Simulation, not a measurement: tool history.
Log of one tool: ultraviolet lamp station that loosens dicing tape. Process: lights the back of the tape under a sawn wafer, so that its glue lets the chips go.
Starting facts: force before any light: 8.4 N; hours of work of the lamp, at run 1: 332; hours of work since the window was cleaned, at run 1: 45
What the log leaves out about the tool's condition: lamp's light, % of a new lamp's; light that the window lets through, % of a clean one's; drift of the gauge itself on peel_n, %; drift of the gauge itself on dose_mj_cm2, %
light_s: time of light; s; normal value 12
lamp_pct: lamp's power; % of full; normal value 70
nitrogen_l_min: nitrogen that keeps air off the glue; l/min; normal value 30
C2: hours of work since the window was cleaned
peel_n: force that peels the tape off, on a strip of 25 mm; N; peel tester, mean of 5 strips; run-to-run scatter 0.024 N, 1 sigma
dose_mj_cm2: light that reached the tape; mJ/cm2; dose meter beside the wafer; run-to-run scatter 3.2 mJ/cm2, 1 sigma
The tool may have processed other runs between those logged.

Run 1, day 0: usual settings; hours of work of the lamp 332; C2 45. Result: peel_n 1.713 N, dose_mj_cm2 401 mJ/cm2.
Run 2, day 1.671: usual settings; hours of work of the lamp 363; C2 76. Result: peel_n 1.803 N, dose_mj_cm2 385 mJ/cm2.
Run 3, day 4.208: usual settings; hours of work of the lamp 410; C2 123. Result: peel_n 1.897 N, dose_mj_cm2 363 mJ/cm2.
Run 4, day 5.429: usual settings; hours of work of the lamp 432; C2 145. Result: peel_n 2.025 N, dose_mj_cm2 358 mJ/cm2.
Run 5, day 8.379: usual settings; hours of work of the lamp 486; C2 199. Result: peel_n 2.291 N, dose_mj_cm2 327 mJ/cm2.
At day 10.188: window cleaned of glue's vapour.
Run 6, day 10.196: usual settings; hours of work of the lamp 519; C2 0. Result: peel_n 1.835 N, dose_mj_cm2 371 mJ/cm2.
Run 7, day 11.754: usual settings; hours of work of the lamp 548; C2 29. Result: peel_n 2.02 N, dose_mj_cm2 357 mJ/cm2.
Run 8, day 13.179: usual settings; hours of work of the lamp 574; C2 55. Result: peel_n 2.045 N, dose_mj_cm2 347 mJ/cm2.
Run 9, day 14.642: usual settings but nitrogen_l_min 29 l/min; hours of work of the lamp 601; C2 82. Result: peel_n 2.138 N, dose_mj_cm2 330 mJ/cm2.
Run 10, day 16.158: usual settings but light_s 7 s; hours of work of the lamp 629; C2 110. Result: peel_n 4.141 N, dose_mj_cm2 185 mJ/cm2.
Run 11, day 17.529: usual settings; hours of work of the lamp 654; C2 135. Result: peel_n 2.416 N, dose_mj_cm2 311 mJ/cm2.
Run 12, day 20.408: usual settings; hours of work of the lamp 707; C2 188. Result: peel_n 2.637 N, dose_mj_cm2 291 mJ/cm2.
At day 22.771: window cleaned of glue's vapour.
Run 13, day 23.412: usual settings but nitrogen_l_min 20 l/min; hours of work of the lamp 762; C2 12. Result: peel_n 2.638 N, dose_mj_cm2 305 mJ/cm2.
Run 14, day 25.596: usual settings but nitrogen_l_min 20 l/min; hours of work of the lamp 802; C2 52. Result: peel_n 2.876 N, dose_mj_cm2 295 mJ/cm2.
Run 15, day 28.15: usual settings; hours of work of the lamp 849; C2 99. Result: peel_n 2.715 N, dose_mj_cm2 274 mJ/cm2.
Run 16, day 30.746: usual settings but light_s 24 s, nitrogen_l_min 11 l/min; hours of work of the lamp 897; C2 147. Result: peel_n 1.888 N, dose_mj_cm2 508 mJ/cm2.
At day 31.638: lamp changed.
Run 17, day 32.383: usual settings but lamp_pct 91 % of full, nitrogen_l_min 10 l/min; hours of work of the lamp 14; C2 176. Result: peel_n 1.683 N, dose_mj_cm2 554 mJ/cm2.
Run 18, day 34.117: usual settings but lamp_pct 91 % of full, nitrogen_l_min 36 l/min; hours of work of the lamp 46; C2 208. Result: peel_n 0.946 N, dose_mj_cm2 537 mJ/cm2.
At day 35.367: window cleaned of glue's vapour.
Run 19, day 36.571: usual settings but nitrogen_l_min 13 l/min; hours of work of the lamp 90; C2 22. Result: peel_n 2.112 N, dose_mj_cm2 462 mJ/cm2.
Run 20, day 38.354: usual settings but light_s 17 s; hours of work of the lamp 123; C2 55. Result: peel_n 0.728 N, dose_mj_cm2 625 mJ/cm2.
Run 21, day 40.354: usual settings but light_s 17 s; hours of work of the lamp 160; C2 92. Result: peel_n 0.819 N, dose_mj_cm2 599 mJ/cm2.
Run 22, day 41.675: usual settings but light_s 6 s, nitrogen_l_min 11 l/min; hours of work of the lamp 184; C2 116. Result: peel_n 4.617 N, dose_mj_cm2 204 mJ/cm2.
Run 23, day 43.196: usual settings but light_s 6 s, lamp_pct 95 % of full, nitrogen_l_min 11 l/min; hours of work of the lamp 212; C2 144. Result: peel_n 3.787 N, dose_mj_cm2 273 mJ/cm2.
Run 24, day 45.775: usual settings but light_s 6 s, lamp_pct 95 % of full, nitrogen_l_min 11 l/min; hours of work of the lamp 260; C2 192. Result: peel_n 4.031 N, dose_mj_cm2 251 mJ/cm2.
At day 48.075: window cleaned of glue's vapour.
Run 25, day 48.538: usual settings but light_s 22 s, lamp_pct 87 % of full, nitrogen_l_min 11 l/min; hours of work of the lamp 310; C2 9. Result: peel_n 0.617 N, dose_mj_cm2 924 mJ/cm2.
Run 26, day 50.738: usual settings but light_s 15 s, lamp_pct 76 % of full, nitrogen_l_min 11 l/min; hours of work of the lamp 351; C2 49. Result: peel_n 1.779 N, dose_mj_cm2 521 mJ/cm2.
Run 27, day 52.917: usual settings but light_s 17 s, lamp_pct 84 % of full; hours of work of the lamp 391; C2 89. Result: peel_n 0.76 N, dose_mj_cm2 623 mJ/cm2.
Run 28, day 55.838: usual settings but light_s 17 s, lamp_pct 84 % of full; hours of work of the lamp 445; C2 143. Result: peel_n 0.878 N, dose_mj_cm2 586 mJ/cm2.
Run 29, day 57.983: usual settings but light_s 17 s, lamp_pct 64 % of full, nitrogen_l_min 16 l/min; hours of work of the lamp 484; C2 182. Result: peel_n 1.98 N, dose_mj_cm2 425 mJ/cm2.

Branching from run 29: 3 alternative next runs. What would each branch give?
Run A, day 60.233: usual settings but lamp_pct 80 % of full, nitrogen_l_min 18 l/min; hours of work of the lamp 525; C2 224. Result: peel_n ?, dose_mj_cm2 ?.
Run B, day 60.233: usual settings but light_s 7 s, lamp_pct 64 % of full, nitrogen_l_min 16 l/min; hours of work of the lamp 525; C2 224. Result: peel_n ?, dose_mj_cm2 ?.
Run C, day 60.233: usual settings but light_s 8 s, nitrogen_l_min 24 l/min; hours of work of the lamp 525; C2 224. Result: peel_n ?, dose_mj_cm2 ?.

run  peel_n  dose_mj_cm2
  A   2.492          351
  B   4.766          164
  C   3.896          205
The same runs, with their run-to-run variation unchanged, on a tool lacking any hidden condition would have given:
run  peel_n  dose_mj_cm2
  A   1.242          563
  B   3.428          262
  C   2.454          329
